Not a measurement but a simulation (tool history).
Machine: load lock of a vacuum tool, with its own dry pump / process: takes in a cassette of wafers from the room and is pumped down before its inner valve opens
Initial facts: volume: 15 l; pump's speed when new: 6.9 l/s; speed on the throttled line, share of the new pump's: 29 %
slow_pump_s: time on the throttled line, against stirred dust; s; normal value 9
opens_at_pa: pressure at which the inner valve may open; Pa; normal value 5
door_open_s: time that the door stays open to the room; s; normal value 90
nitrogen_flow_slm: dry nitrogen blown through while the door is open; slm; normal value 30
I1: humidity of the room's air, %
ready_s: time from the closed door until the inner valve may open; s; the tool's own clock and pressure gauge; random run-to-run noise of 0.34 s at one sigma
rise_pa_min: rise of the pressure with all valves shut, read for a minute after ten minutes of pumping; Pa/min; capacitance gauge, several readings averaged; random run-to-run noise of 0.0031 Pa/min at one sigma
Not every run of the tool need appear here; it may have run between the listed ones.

Run 1, day 0: usual settings; I1 40.8. Result: ready_s 28.8 s, rise_pa_min 0.068 Pa/min.
Run 2, day 5.658: usual settings; I1 39.4. Result: ready_s 29 s, rise_pa_min 0.068 Pa/min.
Run 3, day 13.588: usual settings; I1 44.6. Result: ready_s 29.5 s, rise_pa_min 0.074 Pa/min.
Run 4, day 19.371: usual settings; I1 44.6. Result: ready_s 29.2 s, rise_pa_min 0.074 Pa/min.
Run 5, day 23.417: usual settings; I1 46.7. Result: ready_s 28.9 s, rise_pa_min 0.08 Pa/min.
Run 6, day 30.858: usual settings; I1 45.1. Result: ready_s 28.8 s, rise_pa_min 0.079 Pa/min.
Run 7, day 39.908: usual settings but slow_pump_s 14 s; I1 43. Result: ready_s 31.9 s, rise_pa_min 0.077 Pa/min.
Run 8, day 47.883: usual settings but opens_at_pa 6 Pa; I1 43.9. Result: ready_s 28.9 s, rise_pa_min 0.081 Pa/min.
Run 9, day 52.467: usual settings but opens_at_pa 6 Pa; I1 46.3. Result: ready_s 29.5 s, rise_pa_min 0.086 Pa/min.
Run 10, day 59.233: usual settings but opens_at_pa 6 Pa; I1 41.2. Result: ready_s 28.5 s, rise_pa_min 0.09 Pa/min.
Run 11, day 64.633: usual settings but slow_pump_s 5 s, opens_at_pa 6 Pa; I1 43.6. Result: ready_s 26.2 s, rise_pa_min 0.09 Pa/min.
Run 12, day 73.554: usual settings; I1 48.3. Result: ready_s 29.5 s, rise_pa_min 0.102 Pa/min.
Run 13, day 79.892: usual settings but nitrogen_flow_slm 6 slm; I1 46.7. Result: ready_s 29.6 s, rise_pa_min 0.142 Pa/min.
Run 14, day 85.5: usual settings but nitrogen_flow_slm 6 slm; I1 43.9. Result: ready_s 29.9 s, rise_pa_min 0.131 Pa/min.
Run 15, day 90.504: usual settings but nitrogen_flow_slm 6 slm; I1 46.4. Result: ready_s 29.1 s, rise_pa_min 0.142 Pa/min.
Run 16, day 95.608: usual settings but door_open_s 184 s; I1 45.6. Result: ready_s 30 s, rise_pa_min 0.119 Pa/min.
Run 17, day 102.629: usual settings; I1 45.5. Result: ready_s 29.4 s, rise_pa_min 0.109 Pa/min.
Run 18, day 111.517: usual settings; I1 46.1. Result: ready_s 29.6 s, rise_pa_min 0.114 Pa/min.
Run 19, day 116.588: usual settings but slow_pump_s 7 s, opens_at_pa 4 Pa, door_open_s 47 s; I1 43.5. Result: ready_s 29.3 s, rise_pa_min 0.105 Pa/min.
Run 20, day 120.629: usual settings but slow_pump_s 12 s, nitrogen_flow_slm 28 slm; I1 46.2. Result: ready_s 32 s, rise_pa_min 0.125 Pa/min.
Run 21, day 127.592: usual settings but slow_pump_s 10 s; I1 45.2. Result: ready_s 30.6 s, rise_pa_min 0.118 Pa/min.
Run 22, day 131.433: usual settings but slow_pump_s 5 s, opens_at_pa 9 Pa, door_open_s 120 s, nitrogen_flow_slm 12 slm; I1 44.7. Result: ready_s 25.7 s, rise_pa_min 0.144 Pa/min.
Run 23, day 135.383: usual settings but nitrogen_flow_slm 4 slm; I1 45. Result: ready_s 30 s, rise_pa_min 0.164 Pa/min.
Run 24, day 143.496: usual settings but nitrogen_flow_slm 4 slm; I1 43.5. Result: ready_s 29.6 s, rise_pa_min 0.163 Pa/min.
Run 25, day 148.971: usual settings but nitrogen_flow_slm 4 slm; I1 46.9. Result: ready_s 29.8 s, rise_pa_min 0.169 Pa/min.
Run 26, day 157.196: usual settings but slow_pump_s 11 s, door_open_s 57 s; I1 45.5. Result: ready_s 31.1 s, rise_pa_min 0.12 Pa/min.
Run 27, day 162.046: usual settings but opens_at_pa 9 Pa, door_open_s 47 s; I1 46.9. Result: ready_s 28.4 s, rise_pa_min 0.13 Pa/min.
Run 28, day 165.879: usual settings but nitrogen_flow_slm 6 slm; I1 41.9. Result: ready_s 30.6 s, rise_pa_min 0.165 Pa/min.
Run 29, day 171.55: usual settings but nitrogen_flow_slm 6 slm; I1 47.5. Result: ready_s 30.7 s, rise_pa_min 0.18 Pa/min.
Run 30, day 176.95: usual settings but nitrogen_flow_slm 6 slm; I1 41.2. Result: ready_s 29.9 s, rise_pa_min 0.171 Pa/min.
Run 31, day 182.904: usual settings but nitrogen_flow_slm 6 slm; I1 43.8. Result: ready_s 30.7 s, rise_pa_min 0.176 Pa/min.
Run 32, day 186.712: usual settings but door_open_s 176 s; I1 47.3. Result: ready_s 30.2 s, rise_pa_min 0.159 Pa/min.
Run 33, day 192.054: usual settings but door_open_s 176 s; I1 45.4. Result: ready_s 29.7 s, rise_pa_min 0.163 Pa/min.
Run 34, day 198.862: usual settings but nitrogen_flow_slm 23 slm; I1 45.4. Result: ready_s 29.8 s, rise_pa_min 0.159 Pa/min.
Run 35, day 202.571: usual settings but door_open_s 67 s, nitrogen_flow_slm 4 slm; I1 43.9. Result: ready_s 31.1 s, rise_pa_min 0.181 Pa/min.
Run 36, day 208.671: usual settings but door_open_s 41 s, nitrogen_flow_slm 8 slm; I1 46. Result: ready_s 30.2 s, rise_pa_min 0.169 Pa/min.

What if the next run were any one of these 5? Each begins from the tool's condition after run 36:
Run A, day 214.412: usual settings but opens_at_pa 8 Pa, door_open_s 45 s, nitrogen_flow_slm 8 slm; I1 47.5. Result: ready_s ?, rise_pa_min ?.
Run B, day 214.412: usual settings; I1 39.9. Result: ready_s ?, rise_pa_min ?.
Run C, day 214.412: usual settings but slow_pump_s 6 s, door_open_s 49 s, nitrogen_flow_slm 25 slm; I1 47.2. Result: ready_s ?, rise_pa_min ?.
Run D, day 214.412: usual settings but slow_pump_s 8 s, door_open_s 61 s; I1 45.3. Result: ready_s ?, rise_pa_min ?.
Run E, day 214.412: usual settings but slow_pump_s 4 s, door_open_s 106 s, nitrogen_flow_slm 42 slm; I1 42.9. Result: ready_s ?, rise_pa_min ?.

run  ready_s  rise_pa_min
  A     29.4        0.185
  B     30.5        0.157
  C     28.8        0.162
  D     29.8        0.148
  E     26.5         0.16
The same runs, with their run-to-run variation unchanged, on a tool lacking any hidden condition would have given:
run  ready_s  rise_pa_min
  A     27.1        0.082
  B     28.1        0.054
  C     26.3         0.06
  D     27.4        0.046
  E     23.9        0.055

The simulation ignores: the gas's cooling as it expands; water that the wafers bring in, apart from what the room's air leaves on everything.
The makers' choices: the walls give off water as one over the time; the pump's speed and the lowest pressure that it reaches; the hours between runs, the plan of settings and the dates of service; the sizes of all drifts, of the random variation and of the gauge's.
